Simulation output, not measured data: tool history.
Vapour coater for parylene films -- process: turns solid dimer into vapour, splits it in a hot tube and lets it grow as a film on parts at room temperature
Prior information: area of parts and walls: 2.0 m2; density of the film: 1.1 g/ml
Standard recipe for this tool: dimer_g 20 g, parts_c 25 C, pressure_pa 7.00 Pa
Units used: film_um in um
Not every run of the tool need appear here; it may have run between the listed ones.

Run 1, day 0.000: usual settings. Result: film_um 4.20 um.
Run 2, day 1.675: usual settings. Result: film_um 4.14 um.
Run 3, day 2.912: usual settings. Result: film_um 4.22 um.
Run 4, day 4.567: usual settings but pressure_pa 4.97 Pa. Result: film_um 4.41 um.
Run 5, day 7.329: usual settings but pressure_pa 4.97 Pa. Result: film_um 4.44 um.
Run 6, day 10.362: usual settings but pressure_pa 4.97 Pa. Result: film_um 4.40 um.
Run 7, day 12.546: usual settings but dimer_g 32 g. Result: film_um 6.59 um.
Run 8, day 15.296: usual settings but dimer_g 11 g. Result: film_um 2.22 um.
Run 9, day 16.583: usual settings. Result: film_um 4.08 um.
Run 10, day 18.325: usual settings but pressure_pa 3.30 Pa. Result: film_um 4.49 um.
Run 11, day 21.029: usual settings but dimer_g 17 g, parts_c 29 C, pressure_pa 3.35 Pa. Result: film_um 3.37 um.
Run 12, day 23.000: usual settings but dimer_g 17 g, parts_c 29 C, pressure_pa 3.35 Pa. Result: film_um 3.38 um.
Run 13, day 24.688: usual settings but dimer_g 16 g, parts_c 22 C, pressure_pa 2.22 Pa. Result: film_um 4.31 um.
Run 14, day 26.746: usual settings but pressure_pa 4.79 Pa. Result: film_um 4.23 um.

Run 15 comes next. What will it give?
Run 15, day 28.117: usual settings but dimer_g 19 g, pressure_pa 6.32 Pa. Result: film_um ?.

film_um: 3.80 um
Minus the tool's unlogged condition, the same run would have read film_um 4.12 um.

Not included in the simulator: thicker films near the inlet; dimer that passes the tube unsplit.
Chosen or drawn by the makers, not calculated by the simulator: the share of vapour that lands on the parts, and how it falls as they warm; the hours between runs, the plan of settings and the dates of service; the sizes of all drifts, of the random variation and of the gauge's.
